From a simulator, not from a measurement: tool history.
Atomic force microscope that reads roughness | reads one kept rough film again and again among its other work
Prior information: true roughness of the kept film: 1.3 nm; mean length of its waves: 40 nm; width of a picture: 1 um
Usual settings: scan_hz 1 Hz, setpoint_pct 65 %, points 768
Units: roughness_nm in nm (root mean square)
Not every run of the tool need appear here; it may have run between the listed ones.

Run 1, day 0: usual settings. Result: roughness_nm 1.197 nm (root mean square).
Run 2, day 0.8: usual settings but setpoint_pct 55 %. Result: roughness_nm 1.212 nm (root mean square).
Run 3, day 2.054: usual settings. Result: roughness_nm 1.186 nm (root mean square).
Run 4, day 3.333: usual settings. Result: roughness_nm 1.169 nm (root mean square).
Run 5, day 4.175: usual settings. Result: roughness_nm 1.172 nm (root mean square).
At day 4.662: new tip fitted.
Run 6, day 5.042: usual settings. Result: roughness_nm 1.204 nm (root mean square).
Run 7, day 5.95: usual settings. Result: roughness_nm 1.202 nm (root mean square).
Run 8, day 7.371: usual settings. Result: roughness_nm 1.188 nm (root mean square).
Run 9, day 8.762: usual settings but scan_hz 2.03 Hz. Result: roughness_nm 1.147 nm (root mean square).
Run 10, day 10.175: usual settings but scan_hz 2.03 Hz. Result: roughness_nm 1.129 nm (root mean square).
At day 10.788: new tip fitted.
Run 11, day 11.588: usual settings but scan_hz 2.03 Hz. Result: roughness_nm 1.166 nm (root mean square).
Run 12, day 12.592: usual settings but scan_hz 2.03 Hz. Result: roughness_nm 1.156 nm (root mean square).
Run 13, day 13.175: usual settings but scan_hz 2.03 Hz. Result: roughness_nm 1.157 nm (root mean square).
Run 14, day 13.871: usual settings but scan_hz 1.41 Hz. Result: roughness_nm 1.172 nm (root mean square).
Run 15, day 14.642: usual settings but scan_hz 1.41 Hz. Result: roughness_nm 1.166 nm (root mean square).
Run 16, day 15.317: usual settings but scan_hz 1.41 Hz. Result: roughness_nm 1.165 nm (root mean square).
Run 17, day 16.571: usual settings but scan_hz 1.41 Hz. Result: roughness_nm 1.154 nm (root mean square).
At day 16.912: new tip fitted.
Run 18, day 17.975: usual settings but scan_hz 1.41 Hz. Result: roughness_nm 1.189 nm (root mean square).
Run 19, day 18.704: usual settings but scan_hz 1.41 Hz. Result: roughness_nm 1.188 nm (root mean square).
Run 20, day 19.825: usual settings but scan_hz 1.41 Hz. Result: roughness_nm 1.168 nm (root mean square).
Run 21, day 21.1: usual settings but scan_hz 1.41 Hz, points 592. Result: roughness_nm 1.166 nm (root mean square).
Run 22, day 22.004: usual settings. Result: roughness_nm 1.174 nm (root mean square).
At day 23.079: new tip fitted.
Run 23, day 23.104: usual settings but setpoint_pct 78 %. Result: roughness_nm 1.173 nm (root mean square).
Run 24, day 24.492: usual settings but setpoint_pct 78 %. Result: roughness_nm 1.161 nm (root mean square).
Run 25, day 25.425: usual settings but scan_hz 2.13 Hz, setpoint_pct 70 %, points 659. Result: roughness_nm 1.118 nm (root mean square).
Run 26, day 26.104: usual settings but scan_hz 3.7 Hz, setpoint_pct 60 %. Result: roughness_nm 1.121 nm (root mean square).
Run 27, day 26.883: usual settings but setpoint_pct 69 %, points 367. Result: roughness_nm 1.174 nm (root mean square).
Run 28, day 27.683: usual settings but setpoint_pct 70 %, points 535. Result: roughness_nm 1.169 nm (root mean square).
Run 29, day 29.054: usual settings but setpoint_pct 70 %, points 535. Result: roughness_nm 1.157 nm (root mean square).
At day 29.25: new tip fitted.
Run 30, day 29.804: usual settings but scan_hz 3.61 Hz, setpoint_pct 74 %, points 378. Result: roughness_nm 1.031 nm (root mean square).
Run 31, day 30.9: usual settings but points 817. Result: roughness_nm 1.202 nm (root mean square).
Run 32, day 31.892: usual settings but scan_hz 3.12 Hz, setpoint_pct 83 %, points 540. Result: roughness_nm 0.958 nm (root mean square).
Run 33, day 33.179: usual settings but scan_hz 1.2 Hz, setpoint_pct 89 %, points 326. Result: roughness_nm 1.066 nm (root mean square).

What does the tool deliver on the next run?
Run 34, day 33.971: usual settings but setpoint_pct 72 %, points 484. Result: roughness_nm ?.

{"run 34": {"roughness_nm": 1.16}}
Had the tool carried no hidden state, the very same run would have given roughness_nm 1.193 nm (root mean square).
